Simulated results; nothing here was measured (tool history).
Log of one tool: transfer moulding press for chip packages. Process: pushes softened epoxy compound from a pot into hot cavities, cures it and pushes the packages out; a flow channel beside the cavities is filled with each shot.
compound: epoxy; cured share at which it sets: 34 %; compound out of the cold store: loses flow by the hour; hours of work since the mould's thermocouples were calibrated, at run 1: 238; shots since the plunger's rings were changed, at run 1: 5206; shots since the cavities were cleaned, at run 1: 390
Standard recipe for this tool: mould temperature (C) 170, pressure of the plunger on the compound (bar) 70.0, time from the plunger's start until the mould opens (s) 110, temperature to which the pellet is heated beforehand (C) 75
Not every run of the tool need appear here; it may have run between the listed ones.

run,hour,mould temperature (C),pressure of the plunger on the compound (bar),time from the plunger's start until the mould opens (s),temperature to which the pellet is heated beforehand (C),hours of work since the mould's thermocouples were calibrated,shots since the plunger's rings were changed,shots since the cavities were cleaned,incoming compound's hours out of the cold store,length that the compound runs in the flow channel (mm),greatest force on the pins that push the packages out (N)
1,0.0,170,70.0,110,75,238,5206,390,24.9,587,410
2,7.5,170,70.0,110,75,243,5299,483,17.3,610,394
3,20.2,170,70.0,124,75,252,5457,641,12.1,630,380
4,29.8,170,70.0,110,75,259,5577,761,44.3,541,390
5,39.2,170,70.0,110,75,266,5695,879,16.4,613,410
6,45.7,166,70.0,110,75,270,5777,961,25.2,601,454
# hour 52.1: cavities cleaned with cleaning compound and waxed
7,54.8,166,70.0,110,75,276,5870,33,17.8,621,453
8,63.5,166,70.0,110,75,282,5980,143,9.6,653,475
9,73.0,176,70.0,110,75,289,6098,261,25.9,577,380
10,81.0,176,70.0,110,75,294,6198,361,45.7,517,369
11,87.2,168,58.0,122,84,299,6275,438,15.5,565,393
12,99.8,165,65.7,122,66,308,6432,595,12.9,616,438
13,107.0,165,65.7,122,66,313,6522,685,36.7,547,430
# hour 110.3: plunger's sealing rings changed
14,117.2,170,57.1,110,73,318,85,781,15.4,553,410
15,123.8,170,67.2,105,76,323,168,864,29.7,561,405
16,129.3,170,65.8,145,68,327,236,932,20.2,592,379
# hour 138.3: cavities cleaned with cleaning compound and waxed
17,144.2,170,65.8,145,68,336,404,74,32.7,552,364

What will run 18 give?
18,152.2,170,67.1,125,83,342,504,174,26.7,?,?

For run 18 the tool returned length that the compound runs in the flow channel (mm) 570, greatest force on the pins that push the packages out (N) 376.
Had the tool carried no hidden state, the very same run would have given length that the compound runs in the flow channel (mm) 570, greatest force on the pins that push the packages out (N) 374.
